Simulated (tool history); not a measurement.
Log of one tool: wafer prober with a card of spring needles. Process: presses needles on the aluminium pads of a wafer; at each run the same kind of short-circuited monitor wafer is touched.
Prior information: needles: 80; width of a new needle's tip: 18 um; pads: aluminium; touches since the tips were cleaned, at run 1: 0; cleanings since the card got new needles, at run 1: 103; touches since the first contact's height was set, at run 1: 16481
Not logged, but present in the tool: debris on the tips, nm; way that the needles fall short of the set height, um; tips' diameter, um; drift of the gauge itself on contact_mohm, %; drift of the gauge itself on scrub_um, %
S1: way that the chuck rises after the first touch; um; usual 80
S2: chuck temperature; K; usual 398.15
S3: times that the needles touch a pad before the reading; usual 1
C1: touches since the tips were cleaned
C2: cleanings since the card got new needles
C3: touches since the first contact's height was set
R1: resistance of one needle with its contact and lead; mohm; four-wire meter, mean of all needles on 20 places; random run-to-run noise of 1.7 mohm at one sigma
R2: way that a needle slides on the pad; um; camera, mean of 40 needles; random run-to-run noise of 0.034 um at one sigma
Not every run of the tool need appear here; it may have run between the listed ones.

| run | hour | S1 | S2 | S3 | C1 | C2 | C3 | R1 | R2 |
|---|---|---|---|---|---|---|---|---|---|
| 1 | 0.0 | 80 | 398.15 | 1 | 0 | 103 | 16481 | 168 | 14.58 |
|  | 5.4 | tips cleaned on abrasive film |
|  | 10.7 | tips cleaned on abrasive film |
| 2 | 10.7 | 80 | 398.15 | 1 | 0 | 105 | 22879 | 168 | 14.58 |
|  | 16.2 | tips cleaned on abrasive film |
|  | 22.0 | tips cleaned on abrasive film |
| 3 | 26.8 | 80 | 398.15 | 1 | 2902 | 107 | 32525 | 168 | 14.61 |
|  | 28.2 | tips cleaned on abrasive film |
|  | 33.7 | tips cleaned on abrasive film |
| 4 | 36.9 | 80 | 398.15 | 1 | 1953 | 109 | 38532 | 170 | 14.55 |
|  | 39.1 | tips cleaned on abrasive film |
|  | 44.6 | tips cleaned on abrasive film |
|  | 50.1 | tips cleaned on abrasive film |
| 5 | 50.1 | 80 | 398.15 | 1 | 0 | 112 | 46351 | 169 | 14.60 |
|  | 55.1 | tips cleaned on abrasive film |
|  | 60.9 | tips cleaned on abrasive film |
| 6 | 64.9 | 80 | 398.15 | 1 | 2388 | 114 | 55190 | 170 | 14.59 |
|  | 67.2 | tips cleaned on abrasive film |
|  | 73.0 | tips cleaned on abrasive film |
| 7 | 76.8 | 80 | 398.15 | 2 | 2299 | 116 | 62321 | 170 | 14.57 |
|  | 79.3 | tips cleaned on abrasive film |
|  | 84.7 | tips cleaned on abrasive film |
| 8 | 86.8 | 80 | 398.15 | 2 | 1295 | 118 | 68292 | 173 | 14.59 |
|  | 90.2 | tips cleaned on abrasive film |
|  | 95.3 | tips cleaned on abrasive film |
|  | 101.1 | tips cleaned on abrasive film |
| 9 | 105.0 | 71 | 398.15 | 2 | 2409 | 121 | 79163 | 174 | 12.93 |
|  | 106.4 | tips cleaned on abrasive film |
|  | 111.7 | tips cleaned on abrasive film |
| 10 | 116.3 | 71 | 398.15 | 2 | 2823 | 123 | 85901 | 172 | 12.97 |
|  | 117.2 | tips cleaned on abrasive film |
|  | 122.6 | tips cleaned on abrasive film |
| 11 | 125.4 | 71 | 398.15 | 2 | 1709 | 125 | 91277 | 177 | 12.92 |
|  | 128.3 | tips cleaned on abrasive film |
|  | 133.9 | tips cleaned on abrasive film |
| 12 | 134.5 | 80 | 398.15 | 1 | 338 | 127 | 96680 | 170 | 14.56 |
|  | 139.8 | tips cleaned on abrasive film |
|  | 145.4 | tips cleaned on abrasive film |
| 13 | 150.0 | 80 | 398.15 | 1 | 2831 | 129 | 106001 | 175 | 14.62 |
|  | 151.4 | tips cleaned on abrasive film |
|  | 157.1 | tips cleaned on abrasive film |
| 14 | 159.5 | 80 | 398.15 | 1 | 1425 | 131 | 111610 | 171 | 14.58 |
|  | 163.3 | tips cleaned on abrasive film |
|  | 164.9 | height of the first contact set anew |
|  | 169.0 | tips cleaned on abrasive film |
| 15 | 173.4 | 80 | 398.15 | 3 | 2659 | 133 | 5124 | 168 | 14.61 |
|  | 174.3 | tips cleaned on abrasive film |
|  | 180.1 | tips cleaned on abrasive film |
|  | 185.2 | tips cleaned on abrasive film |
|  | 190.8 | tips cleaned on abrasive film |
| 16 | 190.8 | 86 | 301.15 | 1 | 0 | 137 | 15408 | 154 | 15.63 |
|  | 196.1 | tips cleaned on abrasive film |
| 17 | 199.1 | 86 | 301.15 | 1 | 1790 | 138 | 20395 | 148 | 15.73 |
|  | 202.2 | tips cleaned on abrasive film |
|  | 208.1 | tips cleaned on abrasive film |
| 18 | 209.7 | 86 | 398.15 | 3 | 941 | 140 | 26700 | 172 | 15.70 |
|  | 213.5 | tips cleaned on abrasive film |
|  | 219.6 | tips cleaned on abrasive film |
| 19 | 223.0 | 86 | 398.15 | 3 | 2047 | 142 | 34658 | 169 | 15.69 |
|  | 225.1 | tips cleaned on abrasive film |
|  | 231.2 | tips cleaned on abrasive film |
|  | 236.3 | tips cleaned on abrasive film |
| 20 | 238.7 | 84 | 308.15 | 1 | 1444 | 145 | 44004 | 155 | 15.29 |
|  | 242.1 | tips cleaned on abrasive film |
|  | 247.4 | tips cleaned on abrasive film |
| 21 | 249.5 | 84 | 308.15 | 1 | 1296 | 147 | 50478 | 153 | 15.34 |
|  | 253.2 | tips cleaned on abrasive film |
|  | 258.3 | tips cleaned on abrasive film |
| 22 | 260.8 | 84 | 308.15 | 1 | 1470 | 149 | 57182 | 152 | 15.33 |
|  | 264.2 | tips cleaned on abrasive film |
|  | 269.5 | tips cleaned on abrasive film |
| 23 | 269.9 | 71 | 308.15 | 1 | 244 | 151 | 62621 | 158 | 12.93 |
|  | 274.8 | tips cleaned on abrasive film |
| 24 | 279.6 | 73 | 377.15 | 3 | 2884 | 152 | 68415 | 174 | 13.27 |
|  | 280.9 | tips cleaned on abrasive film |
|  | 287.1 | tips cleaned on abrasive film |
| 25 | 287.1 | 73 | 377.15 | 3 | 10 | 154 | 72856 | 173 | 13.31 |
|  | 292.5 | tips cleaned on abrasive film |
|  | 297.8 | tips cleaned on abrasive film |
| 26 | 297.8 | 80 | 398.15 | 2 | 0 | 156 | 79246 | 169 | 14.62 |
|  | 302.9 | tips cleaned on abrasive film |
| 27 | 307.7 | 99 | 357.15 | 2 | 2877 | 157 | 85180 | 158 | 18.08 |
|  | 308.9 | tips cleaned on abrasive film |
|  | 314.0 | tips cleaned on abrasive film |
| 28 | 315.9 | 99 | 357.15 | 2 | 1170 | 159 | 90077 | 158 | 18.11 |
|  | 319.3 | tips cleaned on abrasive film |
|  | 324.5 | tips cleaned on abrasive film |
|  | 330.5 | tips cleaned on abrasive film |
| 29 | 333.5 | 99 | 357.15 | 2 | 1833 | 162 | 100544 | 158 | 18.03 |
|  | 336.5 | tips cleaned on abrasive film |
|  | 341.8 | tips cleaned on abrasive film |
|  | 348.1 | tips cleaned on abrasive film |
| 30 | 349.7 | 99 | 357.15 | 2 | 1030 | 165 | 110237 | 157 | 18.08 |

Here are 3 independent what-if runs from the current tool condition. What would each one return?
|  | 353.3 | tips cleaned on abrasive film |
|  | 357.8 | height of the first contact set anew |
|  | 359.2 | tips cleaned on abrasive film |
| A | 361.1 | 80 | 346.15 | 1 | 1152 | 167 | 1901 | ? | ? |
|  | 353.3 | tips cleaned on abrasive film |
|  | 357.8 | height of the first contact set anew |
|  | 359.2 | tips cleaned on abrasive film |
| B | 361.1 | 70 | 335.15 | 2 | 1152 | 167 | 1901 | ? | ? |
|  | 353.3 | tips cleaned on abrasive film |
|  | 357.8 | height of the first contact set anew |
|  | 359.2 | tips cleaned on abrasive film |
| C | 361.1 | 99 | 352.15 | 2 | 1152 | 167 | 1901 | ? | ? |

| run | R1 | R2 |
|---|---|---|
| A | 162 | 14.61 |
| B | 161 | 12.79 |
| C | 156 | 18.08 |
What these runs would have given with no unlogged condition in the tool:
| run | R1 | R2 |
|---|---|---|
| A | 161 | 14.61 |
| B | 161 | 12.79 |
| C | 155 | 18.08 |
